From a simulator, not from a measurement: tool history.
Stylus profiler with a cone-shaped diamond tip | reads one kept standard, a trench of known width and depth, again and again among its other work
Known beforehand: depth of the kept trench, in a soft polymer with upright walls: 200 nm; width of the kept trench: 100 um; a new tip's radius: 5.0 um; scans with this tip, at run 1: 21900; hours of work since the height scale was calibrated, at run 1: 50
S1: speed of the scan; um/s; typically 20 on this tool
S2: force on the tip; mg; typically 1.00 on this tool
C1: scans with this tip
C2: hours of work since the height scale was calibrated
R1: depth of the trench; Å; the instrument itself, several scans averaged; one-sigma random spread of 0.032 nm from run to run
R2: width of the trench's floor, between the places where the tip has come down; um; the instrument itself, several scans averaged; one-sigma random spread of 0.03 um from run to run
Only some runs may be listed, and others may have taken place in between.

| run | day | S1 | S2 | C1 | C2 | R1 | R2 |
|---|---|---|---|---|---|---|---|
| 1 | 0.000 | 20 | 1.00 | 21900 | 50 | 2012.9 | 96.23 |
| 2 | 2.246 | 20 | 1.00 | 22448 | 86 | 2012.6 | 96.13 |
|  | 4.546 | new tip fitted, height scale calibrated |
| 3 | 5.071 | 20 | 1.00 | 128 | 9 | 2011.4 | 97.00 |
| 4 | 8.383 | 20 | 1.00 | 936 | 62 | 2012.3 | 96.99 |
| 5 | 10.062 | 20 | 1.00 | 1345 | 90 | 2012.4 | 96.94 |
| 6 | 13.167 | 20 | 1.00 | 2102 | 140 | 2012.0 | 96.88 |
| 7 | 14.608 | 20 | 1.00 | 2454 | 164 | 2011.9 | 96.96 |
| 8 | 17.717 | 20 | 0.34 | 3212 | 214 | 2006.5 | 96.81 |
| 9 | 20.458 | 20 | 1.00 | 3880 | 259 | 2012.4 | 96.86 |
| 10 | 22.404 | 20 | 1.00 | 4354 | 291 | 2012.4 | 96.86 |
| 11 | 24.496 | 17 | 1.00 | 4865 | 325 | 2012.7 | 96.78 |
| 12 | 27.742 | 20 | 1.00 | 5656 | 378 | 2013.0 | 96.77 |
| 13 | 30.471 | 43 | 2.30 | 6321 | 422 | 2022.0 | 96.72 |
|  | 30.808 | height scale calibrated on a step standard |
| 14 | 32.833 | 50 | 0.40 | 6892 | 33 | 2008.0 | 96.36 |
| 15 | 35.817 | 50 | 0.40 | 7619 | 82 | 2007.5 | 96.30 |
|  | 36.925 | height scale calibrated on a step standard, once more |
| 16 | 38.092 | 50 | 0.40 | 8169 | 19 | 2006.4 | 96.26 |
| 17 | 40.421 | 44 | 0.37 | 8737 | 57 | 2006.9 | 96.27 |
| 18 | 43.200 | 44 | 0.37 | 9415 | 102 | 2006.5 | 96.25 |
| 19 | 45.988 | 10 | 0.66 | 10094 | 148 | 2009.6 | 96.66 |
| 20 | 48.529 | 26 | 0.68 | 10714 | 189 | 2009.8 | 96.53 |
| 21 | 51.329 | 26 | 0.68 | 11397 | 235 | 2010.1 | 96.46 |
| 22 | 53.396 | 26 | 0.68 | 11900 | 268 | 2009.6 | 96.45 |
| 23 | 55.708 | 26 | 0.68 | 12465 | 306 | 2010.7 | 96.45 |
| 24 | 58.521 | 26 | 0.68 | 13151 | 352 | 2010.0 | 96.44 |

For some of the steps in R1 from one run to the next: how much would appear even if the tool had no hidden state, given the settings, what came in and random variation, and how much remains for the hidden state plus any gauge scatter that the measured result and the result without hidden state don't share?
What the log doesn't record here: radius of the tip, um; height scale over the true one, %; drift of the gauge itself on depth_nm, %; drift of the gauge itself on floor_um, %.
Run 2 -> 3: new tip fitted, height scale calibrated. R1 -1.2 Å: hidden state -0.8, all else -0.4.
Run 12 -> 13: S1 20 -> 43, S2 1.00 -> 2.30. R1 +9.0 Å: hidden state +0.1, all else +8.9.
Run 13 -> 14: S1 43 -> 50, S2 2.30 -> 0.40, height scale calibrated on a step standard. R1 -14.0 Å: hidden state +0.4, all else -14.4.
Run 15 -> 16: height scale calibrated on a step standard, once more. R1 -1.1 Å: hidden state -1.6, all else +0.5.

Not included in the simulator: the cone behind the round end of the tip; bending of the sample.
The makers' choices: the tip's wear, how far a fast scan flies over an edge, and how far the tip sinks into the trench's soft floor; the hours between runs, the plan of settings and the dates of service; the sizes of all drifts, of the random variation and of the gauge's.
